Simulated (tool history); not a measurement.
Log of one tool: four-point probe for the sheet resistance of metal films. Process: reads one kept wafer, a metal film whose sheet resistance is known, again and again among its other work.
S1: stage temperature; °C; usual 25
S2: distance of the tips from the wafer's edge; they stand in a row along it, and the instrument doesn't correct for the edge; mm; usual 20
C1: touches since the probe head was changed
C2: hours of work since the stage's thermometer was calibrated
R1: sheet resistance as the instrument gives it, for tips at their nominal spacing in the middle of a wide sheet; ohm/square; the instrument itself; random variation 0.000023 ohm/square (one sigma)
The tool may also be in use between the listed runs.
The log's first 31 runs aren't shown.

run	hour	S1	S2	C1	C2	R1
32	1639.8	34	42	60866	1210	0.113473
33	1685.9	22	42	62749	1247	0.113489
34	1738.9	19	12	64909	1289	0.113612
# hour 1770.0: stage's thermometer calibrated
35	1797.2	19	12	67270	22	0.113613
36	1867.8	27	16	70150	78	0.113486
37	1923.3	18	53	72415	122	0.113357
38	1967.1	18	8	74201	157	0.113703
39	2027.4	18	8	76660	205	0.113645
40	2091.1	27	8	79258	255	0.113632
41	2120.3	29	9	80450	279	0.113542
42	2190.1	29	9	83300	334	0.113518
43	2247.1	26	54	85623	380	0.113157
44	2307.6	20	24	88091	428	0.113168
45	2371.6	20	24	90704	479	0.113102
46	2405.2	20	8	92074	505	0.113451

3 ways to go on from here, each from the tool as it stands after run 46. What would each give?
A	2443.2	33	20	93624	536	?
B	2443.2	31	20	93624	536	?
C	2443.2	34	8	93624	536	?

run	R1
A	0.113138
B	0.113119
C	0.113435
Without the tool's hidden state the same runs would have given:
run	R1
A	0.114290
B	0.114272
C	0.114590
